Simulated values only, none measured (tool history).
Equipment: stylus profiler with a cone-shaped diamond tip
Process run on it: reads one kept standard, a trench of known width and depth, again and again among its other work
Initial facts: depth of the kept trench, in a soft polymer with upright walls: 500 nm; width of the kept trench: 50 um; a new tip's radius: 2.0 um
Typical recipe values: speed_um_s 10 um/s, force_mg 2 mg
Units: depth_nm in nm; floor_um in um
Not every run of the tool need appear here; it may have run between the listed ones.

run,day,speed_um_s,force_mg,depth_nm,floor_um
1,0,10,2,504.51,46.98
2,2.038,10,2,504.4,46.97
3,2.996,10,2,504.5,47
4,4.642,10,2,504.33,46.97
5,6.042,10,2,504.43,46.94
6,6.967,10,2,504.52,46.95
7,7.883,10,2.93,505.78,46.99
8,9.083,10,2.93,505.93,46.85
9,10.6,25,2.93,505.97,46.8
10,12.612,9,2.93,505.73,46.89
11,14.375,9,2.93,506.01,46.84
12,16.229,9,2.93,505.84,46.83
13,17.929,9,2.93,505.58,46.75
14,19.246,2,2,504.16,46.79
15,20.921,2,2,504.29,46.78
16,22.121,2,2,504.15,46.78
17,23.45,2,2,504.42,46.72
18,24.904,2,2,504.24,46.68
19,26.533,2,2,504.24,46.74
20,28.629,10,0.96,502.32,46.63
21,29.588,10,0.96,502.13,46.58
22,31.358,10,0.96,502.06,46.63
23,32.75,10,2,504,46.61
24,34.683,10,2,504.17,46.56
25,35.788,36,0.97,502.28,46.45
26,37.388,13,2,503.95,46.59
27,39.317,13,2,503.99,46.48
28,41.275,4,3.05,505.72,46.6
29,43.221,4,3.05,505.6,46.54
30,44.4,3,0.95,502.07,46.43
31,45.462,3,0.95,502.03,46.52
32,46.758,10,4.52,507.59,46.46
33,48.504,9,3.51,506.23,46.42
34,50.512,2,1.73,503.42,46.46
35,51.621,10,0.71,501.52,46.37
36,53.025,12,1.66,503.22,46.38
37,54.05,38,1.85,503.67,46.26
38,55.225,4,0.83,501.74,46.34
39,56.604,4,0.83,501.63,46.35
40,58.225,4,0.83,501.63,46.35
41,60,10,0.74,501.53,46.27
42,61.375,10,0.74,501.47,46.24
43,62.362,3,1.67,503.29,46.32
44,64.062,3,1.67,503.11,46.25
45,64.942,5,5.8,508.94,46.28
46,65.95,5,3.43,505.89,46.23
47,68.033,8,3.86,506.62,46.22

A few steps of depth_nm between consecutive runs. Split each: what settings, incoming material and random variation would produce without the hidden state, and what is left over for the hidden state, along with gauge scatter present in only one of the two compared results (measured, and without hidden state):
What the log doesn't record here: radius of the tip, um; height scale over the true one, %; drift of the gauge itself on depth_nm, %; drift of the gauge itself on floor_um, %.
Run 1 -> 2: no setting changed, nothing entered. depth_nm -0.11 nm: hidden state -0.03, all else -0.08.
Run 12 -> 13: no setting changed, nothing entered. depth_nm -0.26 nm: hidden state -0.03, all else -0.23.
Run 19 -> 20: speed_um_s 2 -> 10, force_mg 2 -> 0.96. depth_nm -1.92 nm: hidden state -0.03, all else -1.89.
Run 29 -> 30: speed_um_s 4 -> 3, force_mg 3.05 -> 0.95. depth_nm -3.53 nm: hidden state +0, all else -3.53.
Run 31 -> 32: speed_um_s 3 -> 10, force_mg 0.95 -> 4.52. depth_nm +5.56 nm: hidden state -0.02, all else +5.58.
Run 44 -> 45: speed_um_s 3 -> 5, force_mg 1.67 -> 5.8. depth_nm +5.83 nm: hidden state -0.02, all else +5.85.

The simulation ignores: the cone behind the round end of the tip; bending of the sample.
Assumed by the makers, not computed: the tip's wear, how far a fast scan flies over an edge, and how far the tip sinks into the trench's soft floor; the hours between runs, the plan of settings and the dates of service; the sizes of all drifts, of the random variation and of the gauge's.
